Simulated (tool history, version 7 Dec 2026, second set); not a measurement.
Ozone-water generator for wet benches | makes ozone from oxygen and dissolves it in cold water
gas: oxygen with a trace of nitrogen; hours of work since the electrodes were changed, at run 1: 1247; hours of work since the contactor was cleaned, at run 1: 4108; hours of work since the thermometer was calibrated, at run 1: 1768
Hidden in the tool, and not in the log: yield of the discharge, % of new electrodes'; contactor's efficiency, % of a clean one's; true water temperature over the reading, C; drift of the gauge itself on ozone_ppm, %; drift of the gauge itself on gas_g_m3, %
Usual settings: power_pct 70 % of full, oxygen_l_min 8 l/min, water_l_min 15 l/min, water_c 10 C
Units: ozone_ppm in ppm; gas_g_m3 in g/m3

run   hour  power_pct  oxygen_l_min  water_l_min  water_c  hours of work since the electrodes were changed  hours of work since the contactor was cleaned  hours of work since the thermometer was calibrated  ozone_ppm  gas_g_m3
  1      0         70             8           15       10                                             1247                                           4108                                                1768       27.9     154.1
  2   38.7         46             8           15       10                                             1273                                           4134                                                1794       22.5     123.7
  3   61.2         70             8           15        5                                             1288                                           4150                                                1809       30.4     154.8
  4  104.1         70         12.83           15       10                                             1317                                           4178                                                1838       27.5     127.3
  5  124.9         70         12.83           15       10                                             1331                                           4192                                                1852       27.3     125.4
  6  149.9         70         12.83           15       10                                             1348                                           4209                                                1869       27.5     126.9
  7  173.9         70         12.83           15       10                                             1364                                           4225                                                1885       27.4     127.6
  8  213.9         70             8           15       10                                             1391                                           4252                                                1912       27.7     154.4
  9  257.9         70             8           15       10                                             1420                                           4282                                                1942       28.3     154.3
 10    287         70             8           15       10                                             1440                                           4302                                                1961       28.1     153.8
 11  313.2         70             8           15       10                                             1458                                           4319                                                1979       27.6     154.4
 12  339.8         70             8           15       10                                             1476                                           4337                                                1997       27.6     153.3
 13  361.2         70             8           15       10                                             1490                                           4351                                                2011       27.8     152.8
 14  381.6         94             8            9       10                                             1504                                           4365                                                2025       43.5     179.9
 15  415.7         83          5.18           22        5                                             1527                                           4388                                                2048       22.4       199
 16    458         80          4.12           22        7                                             1555                                           4417                                                2077         20     216.6
 17  490.5         79          4.12           22        7                                             1577                                           4439                                                2098         20     213.5
 18  521.8         79          4.12           22        7                                             1598                                           4460                                                2119       20.1     213.2
 19  546.1         79          4.12           22        7                                             1614                                           4476                                                2136         20     212.9
 20    578         62          4.95           15        9                                             1636                                           4497                                                2157       25.4     175.6
 21    624         62          4.95           15        9                                             1667                                           4528                                                2188       25.3     173.8
 22  666.9         62          4.95           15        9                                             1696                                           4557                                                2217       25.1     174.2
 23  688.3         70          8.27           16       10                                             1710                                           4572                                                2232       26.5     150.1
 24  721.3         96          4.26           16        6                                             1732                                           4594                                                2254       30.2     232.5
 25  766.9         54          4.31           21        6                                             1763                                           4625                                                2284       17.3     171.2

5 ways to go on from here, each from the tool as it stands after run 25. What would each give?
  A  811.4         70           5.4           24       10                                             1793                                           4654                                                2314          ?         ?
  B  811.4         70         10.54           15       10                                             1793                                           4654                                                2314          ?         ?
  C  811.4         54         12.51           17        6                                             1793                                           4654                                                2314          ?         ?
  D  811.4         62          9.06           21        6                                             1793                                           4654                                                2314          ?         ?
  E  811.4         60          4.31           21        6                                             1793                                           4654                                                2314          ?         ?

run  ozone_ppm  gas_g_m3
  A       17.7       179
  B       27.8     137.4
  C       23.8     113.1
  D       21.8     135.8
  E       18.1     181.6
Without the tool's hidden state the same runs would have given:
run  ozone_ppm  gas_g_m3
  A       19.5     187.4
  B       30.3     143.9
  C       25.9     117.7
  D       23.8     141.7
  E       19.8     189.4
